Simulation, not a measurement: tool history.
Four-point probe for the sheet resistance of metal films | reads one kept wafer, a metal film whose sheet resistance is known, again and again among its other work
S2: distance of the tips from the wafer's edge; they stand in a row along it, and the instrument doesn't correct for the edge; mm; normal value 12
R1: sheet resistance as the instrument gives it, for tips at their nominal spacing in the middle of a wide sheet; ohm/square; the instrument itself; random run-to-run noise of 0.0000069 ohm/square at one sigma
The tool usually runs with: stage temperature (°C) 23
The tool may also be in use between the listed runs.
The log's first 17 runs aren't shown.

Run 18, hour 779.5: usual settings but stage temperature (°C) 29, S2 43 mm. Result: R1 0.033845 ohm/square.
Run 19, hour 813.7: usual settings but stage temperature (°C) 24, S2 6 mm. Result: R1 0.034207 ohm/square.
Run 20, hour 864.5: usual settings but stage temperature (°C) 24, S2 6 mm. Result: R1 0.034211 ohm/square.
Run 21, hour 906.9: usual settings but stage temperature (°C) 24, S2 5 mm. Result: R1 0.034262 ohm/square.
Run 22, hour 967.5: usual settings but stage temperature (°C) 30, S2 21 mm. Result: R1 0.033803 ohm/square.
Run 23, hour 1014.8: usual settings but S2 6 mm. Result: R1 0.034244 ohm/square.
Run 24, hour 1069.8: usual settings but S2 6 mm. Result: R1 0.034246 ohm/square.
Run 25, hour 1116.7: usual settings but S2 6 mm. Result: R1 0.034238 ohm/square.
Run 26, hour 1164.8: usual settings but stage temperature (°C) 34, S2 40 mm. Result: R1 0.033599 ohm/square.
Run 27, hour 1222.0: usual settings but stage temperature (°C) 28, S2 47 mm. Result: R1 0.033859 ohm/square.
Run 28, hour 1258.9: usual settings but stage temperature (°C) 22, S2 50 mm. Result: R1 0.034145 ohm/square.
Run 29, hour 1290.6: usual settings but stage temperature (°C) 31, S2 3 mm. Result: R1 0.034221 ohm/square.
Run 30, hour 1342.7: usual settings but stage temperature (°C) 31, S2 3 mm. Result: R1 0.034210 ohm/square.
Run 31, hour 1375.7: usual settings but stage temperature (°C) 31, S2 3 mm. Result: R1 0.034193 ohm/square.
Run 32, hour 1420.0: usual settings but stage temperature (°C) 20, S2 3 mm. Result: R1 0.034709 ohm/square.

Alternative continuations, all from the tool just after run 32; predict every row:
Run A, hour 1460.4: usual settings but stage temperature (°C) 21, S2 74 mm. Result: R1 ?.
Run B, hour 1460.4: usual settings but stage temperature (°C) 33, S2 8 mm. Result: R1 ?.
Run C, hour 1460.4: usual settings but stage temperature (°C) 19, S2 10 mm. Result: R1 ?.
Run D, hour 1460.4: usual settings but S2 40 mm. Result: R1 ?.

run        R1
  A  0.034171
  B  0.033677
  C  0.034306
  D  0.034080
Without the tool's unlogged condition, the same runs would have read:
run        R1
  A  0.034504
  B  0.034004
  C  0.034641
  D  0.034412
